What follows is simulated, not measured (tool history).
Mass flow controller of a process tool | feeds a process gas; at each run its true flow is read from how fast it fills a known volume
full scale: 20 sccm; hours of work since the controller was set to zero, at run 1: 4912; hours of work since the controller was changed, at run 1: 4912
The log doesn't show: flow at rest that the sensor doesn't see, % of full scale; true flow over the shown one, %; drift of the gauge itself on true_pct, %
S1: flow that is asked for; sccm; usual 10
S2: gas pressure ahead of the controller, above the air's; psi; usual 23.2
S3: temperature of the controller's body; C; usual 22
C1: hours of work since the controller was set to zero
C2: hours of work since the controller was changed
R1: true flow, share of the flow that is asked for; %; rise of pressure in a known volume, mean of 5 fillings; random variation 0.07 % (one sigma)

run      day  S1    S2  S3    C1    C2     R1
  1        0  10  23.2  22  4912  4912  97.79
  2   10.729  10  23.2  22  5110  5110  97.94
      14.362  -- controller's zero set anew
  3   18.996  10  23.2  22    85  5262  97.96
  4   28.838  10  23.2  22   267  5443  97.92
  5   34.688  10  23.2  22   374  5551   98.1
  6   45.712  10  23.2  22   578  5754  98.12
  7   52.158  10  23.2  22   696  5873   98.2
  8   58.304  10  23.2  22   809  5986  98.27
  9   66.246  10  23.2  22   956  6132  98.46
 10   77.392  10  23.2  22  1161  6337  98.58
 11   88.833   2  23.2  22  1372  6548  97.19
 12   98.583   2  23.2  22  1551  6728  97.33
 13  108.717   2  23.2  22  1738  6914   97.4
 14  119.842   2  23.2  22  1943  7119  97.52
 15  131.912   2  23.2  22  2165  7342  97.51

Run 16 comes next. What will it give?
 16  141.967  10  24.5  22  2351  7527   ?

R1: 99.13 %
Without the tool's hidden state the same run would have given R1 97.81 %.
